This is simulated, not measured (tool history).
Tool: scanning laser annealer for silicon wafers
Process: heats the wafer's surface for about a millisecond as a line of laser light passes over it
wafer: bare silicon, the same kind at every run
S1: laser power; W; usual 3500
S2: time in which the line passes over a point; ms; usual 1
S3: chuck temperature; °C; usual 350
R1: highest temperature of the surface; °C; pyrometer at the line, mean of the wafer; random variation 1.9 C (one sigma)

| run | hour | S1 | S2 | S3 | R1 |
|---|---|---|---|---|---|
| 1 | 0 | 3500 | 1 | 350 | 1066 |
| 2 | 11.4 | 3500 | 1 | 350 | 1070 |
| 3 | 31.4 | 3500 | 1 | 350 | 1071 |
| 4 | 46.7 | 3726 | 1 | 350 | 1128 |
| 5 | 63.5 | 3726 | 1.24 | 350 | 1206 |
| 6 | 72.5 | 3726 | 1.24 | 350 | 1210 |
| 7 | 85.7 | 3726 | 1.24 | 350 | 1203 |
| 8 | 105.5 | 3500 | 1 | 350 | 1070 |
| 9 | 116.2 | 3500 | 1 | 350 | 1065 |
| 10 | 137.3 | 3500 | 1 | 350 | 1064 |
| 11 | 158.6 | 3500 | 1.21 | 350 | 1125 |
| 12 | 168.3 | 3500 | 1.21 | 350 | 1126 |
| 13 | 187.4 | 3500 | 1.21 | 350 | 1126 |
| 14 | 196.2 | 3601 | 1 | 350 | 1087 |
| 15 | 217 | 3601 | 1 | 348 | 1087 |
| 16 | 235.6 | 3601 | 1 | 348 | 1086 |
| 17 | 254.3 | 3500 | 1 | 350 | 1060 |
| 18 | 270.6 | 3500 | 1 | 350 | 1059 |
| 19 | 289.5 | 3006 | 1.06 | 372 | 974 |
| 20 | 300.4 | 3006 | 1.06 | 372 | 973 |
| 21 | 309.8 | 3006 | 1.06 | 372 | 970 |
| 22 | 325.2 | 3006 | 1.03 | 330 | 921 |
| 23 | 334.5 | 3576 | 1.05 | 341 | 1081 |
| 24 | 343.8 | 3500 | 1 | 353 | 1060 |
| 25 | 357.3 | 3500 | 1 | 353 | 1063 |
| 26 | 372.4 | 3587 | 0.91 | 337 | 1035 |
| 27 | 391.5 | 3440 | 0.91 | 346 | 1005 |
| 28 | 401.3 | 3096 | 1.06 | 350 | 970 |
| 29 | 418.7 | 3500 | 1 | 381 | 1086 |
| 30 | 434.9 | 3294 | 0.73 | 313 | 913 |
| 31 | 444.7 | 3473 | 0.81 | 357 | 1029 |
| 32 | 458.2 | 3643 | 1 | 348 | 1130 |
| 33 | 470 | 3643 | 1 | 348 | 1132 |

Taken out of this log: 1 entry between the listed runs. Where each belongs, and how the hidden state differs across it:
Between runs 29 and 30: window over the wafer cleaned (hour 425.6)
  light that passes the window, % of a clean one's: 95.23 -> 99.5; width of the line over the set one, %: 0.95 -> 0.97
  measured less the result without the state, R1: -51 -> -9 °C
